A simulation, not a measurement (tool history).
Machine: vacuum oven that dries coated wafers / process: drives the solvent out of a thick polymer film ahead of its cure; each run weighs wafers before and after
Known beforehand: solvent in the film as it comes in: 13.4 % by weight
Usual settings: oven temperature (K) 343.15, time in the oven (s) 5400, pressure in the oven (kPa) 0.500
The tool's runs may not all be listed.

{"run": 1, "hour": 0.0, "oven temperature (K)": 343.15, "time in the oven (s)": 5400, "pressure in the oven (kPa)": 0.5, "solvent left in the film (%)": 0.701}
{"run": 2, "hour": 15.4, "oven temperature (K)": 343.15, "time in the oven (s)": 5400, "pressure in the oven (kPa)": 0.317, "solvent left in the film (%)": 0.611}
{"run": 3, "hour": 28.4, "oven temperature (K)": 343.15, "time in the oven (s)": 5400, "pressure in the oven (kPa)": 0.5, "solvent left in the film (%)": 0.692}
{"run": 4, "hour": 42.2, "oven temperature (K)": 343.15, "time in the oven (s)": 3660, "pressure in the oven (kPa)": 0.5, "solvent left in the film (%)": 1.478}
{"run": 5, "hour": 53.0, "oven temperature (K)": 343.15, "time in the oven (s)": 3660, "pressure in the oven (kPa)": 0.5, "solvent left in the film (%)": 1.486}
{"run": 6, "hour": 72.2, "oven temperature (K)": 343.15, "time in the oven (s)": 3660, "pressure in the oven (kPa)": 0.5, "solvent left in the film (%)": 1.486}
{"run": 7, "hour": 90.6, "oven temperature (K)": 343.15, "time in the oven (s)": 3660, "pressure in the oven (kPa)": 0.5, "solvent left in the film (%)": 1.467}
{"run": 8, "hour": 110.9, "oven temperature (K)": 343.15, "time in the oven (s)": 5400, "pressure in the oven (kPa)": 0.5, "solvent left in the film (%)": 0.705}
{"run": 9, "hour": 128.3, "oven temperature (K)": 343.15, "time in the oven (s)": 5400, "pressure in the oven (kPa)": 0.5, "solvent left in the film (%)": 0.687}
{"run": 10, "hour": 145.2, "oven temperature (K)": 343.15, "time in the oven (s)": 5400, "pressure in the oven (kPa)": 0.5, "solvent left in the film (%)": 0.69}
{"run": 11, "hour": 166.6, "oven temperature (K)": 347.15, "time in the oven (s)": 5400, "pressure in the oven (kPa)": 0.5, "solvent left in the film (%)": 0.345}
{"run": 12, "hour": 187.9, "oven temperature (K)": 347.15, "time in the oven (s)": 5400, "pressure in the oven (kPa)": 0.5, "solvent left in the film (%)": 0.343}
{"run": 13, "hour": 200.2, "oven temperature (K)": 347.15, "time in the oven (s)": 5400, "pressure in the oven (kPa)": 0.5, "solvent left in the film (%)": 0.343}
{"run": 14, "hour": 217.6, "oven temperature (K)": 343.15, "time in the oven (s)": 8520, "pressure in the oven (kPa)": 0.5, "solvent left in the film (%)": 0.316}
{"run": 15, "hour": 238.7, "oven temperature (K)": 343.15, "time in the oven (s)": 8520, "pressure in the oven (kPa)": 0.5, "solvent left in the film (%)": 0.316}
{"run": 16, "hour": 255.5, "oven temperature (K)": 343.15, "time in the oven (s)": 8520, "pressure in the oven (kPa)": 0.5, "solvent left in the film (%)": 0.328}
{"run": 17, "hour": 269.8, "oven temperature (K)": 343.15, "time in the oven (s)": 5400, "pressure in the oven (kPa)": 0.5, "solvent left in the film (%)": 0.681}
{"run": 18, "hour": 281.0, "oven temperature (K)": 343.15, "time in the oven (s)": 5400, "pressure in the oven (kPa)": 0.5, "solvent left in the film (%)": 0.676}
{"run": 19, "hour": 301.3, "oven temperature (K)": 343.15, "time in the oven (s)": 5400, "pressure in the oven (kPa)": 0.5, "solvent left in the film (%)": 0.685}
{"run": 20, "hour": 311.0, "oven temperature (K)": 343.15, "time in the oven (s)": 5400, "pressure in the oven (kPa)": 0.5, "solvent left in the film (%)": 0.674}
{"run": 21, "hour": 325.4, "oven temperature (K)": 343.15, "time in the oven (s)": 5400, "pressure in the oven (kPa)": 0.5, "solvent left in the film (%)": 0.677}
{"run": 22, "hour": 336.5, "oven temperature (K)": 343.15, "time in the oven (s)": 5400, "pressure in the oven (kPa)": 0.5, "solvent left in the film (%)": 0.672}
{"run": 23, "hour": 348.6, "oven temperature (K)": 343.15, "time in the oven (s)": 5400, "pressure in the oven (kPa)": 0.5, "solvent left in the film (%)": 0.685}
{"run": 24, "hour": 362.7, "oven temperature (K)": 333.15, "time in the oven (s)": 4740, "pressure in the oven (kPa)": 1.866, "solvent left in the film (%)": 4.281}
{"run": 25, "hour": 383.4, "oven temperature (K)": 346.15, "time in the oven (s)": 2760, "pressure in the oven (kPa)": 1.866, "solvent left in the film (%)": 2.026}
{"run": 26, "hour": 396.8, "oven temperature (K)": 340.15, "time in the oven (s)": 4920, "pressure in the oven (kPa)": 1.866, "solvent left in the film (%)": 2.041}
{"run": 27, "hour": 408.4, "oven temperature (K)": 340.15, "time in the oven (s)": 4920, "pressure in the oven (kPa)": 1.866, "solvent left in the film (%)": 2.027}
{"run": 28, "hour": 419.9, "oven temperature (K)": 340.15, "time in the oven (s)": 4920, "pressure in the oven (kPa)": 1.866, "solvent left in the film (%)": 2.016}
{"run": 29, "hour": 430.2, "oven temperature (K)": 330.15, "time in the oven (s)": 5460, "pressure in the oven (kPa)": 0.915, "solvent left in the film (%)": 4.256}
{"run": 30, "hour": 450.2, "oven temperature (K)": 343.15, "time in the oven (s)": 8640, "pressure in the oven (kPa)": 0.5, "solvent left in the film (%)": 0.327}
{"hour": 454.1, "done": "oven's thermocouples calibrated"}
{"run": 31, "hour": 466.6, "oven temperature (K)": 343.15, "time in the oven (s)": 8640, "pressure in the oven (kPa)": 0.5, "solvent left in the film (%)": 0.312}
{"run": 32, "hour": 486.0, "oven temperature (K)": 354.15, "time in the oven (s)": 5400, "pressure in the oven (kPa)": 0.5, "solvent left in the film (%)": 0.165}
{"run": 33, "hour": 505.7, "oven temperature (K)": 344.15, "time in the oven (s)": 3420, "pressure in the oven (kPa)": 0.615, "solvent left in the film (%)": 1.331}
{"run": 34, "hour": 522.3, "oven temperature (K)": 344.15, "time in the oven (s)": 3420, "pressure in the oven (kPa)": 0.615, "solvent left in the film (%)": 1.326}
{"hour": 526.6, "done": "oven's thermocouples calibrated, once more"}
{"run": 35, "hour": 542.7, "oven temperature (K)": 344.15, "time in the oven (s)": 3420, "pressure in the oven (kPa)": 0.615, "solvent left in the film (%)": 1.791}
{"run": 36, "hour": 563.2, "oven temperature (K)": 329.15, "time in the oven (s)": 3180, "pressure in the oven (kPa)": 1.539, "solvent left in the film (%)": 7.326}
{"run": 37, "hour": 578.6, "oven temperature (K)": 329.15, "time in the oven (s)": 3180, "pressure in the oven (kPa)": 1.539, "solvent left in the film (%)": 7.322}
{"run": 38, "hour": 599.4, "oven temperature (K)": 334.15, "time in the oven (s)": 6300, "pressure in the oven (kPa)": 0.358, "solvent left in the film (%)": 2.536}
{"run": 39, "hour": 617.9, "oven temperature (K)": 335.15, "time in the oven (s)": 5640, "pressure in the oven (kPa)": 0.308, "solvent left in the film (%)": 2.56}
{"run": 40, "hour": 632.8, "oven temperature (K)": 343.15, "time in the oven (s)": 3480, "pressure in the oven (kPa)": 0.5, "solvent left in the film (%)": 1.935}
{"run": 41, "hour": 650.9, "oven temperature (K)": 343.15, "time in the oven (s)": 2700, "pressure in the oven (kPa)": 0.5, "solvent left in the film (%)": 2.778}

The next listed run, before its measurement:
{"run": 42, "hour": 667.3, "oven temperature (K)": 328.15, "time in the oven (s)": 4320, "pressure in the oven (kPa)": 0.537, "solvent left in the film (%)": "?"}

{"run 42": {"solvent left in the film (%)": 6.082}}
Minus the tool's unlogged condition, the same run would have read solvent left in the film (%) 6.196.
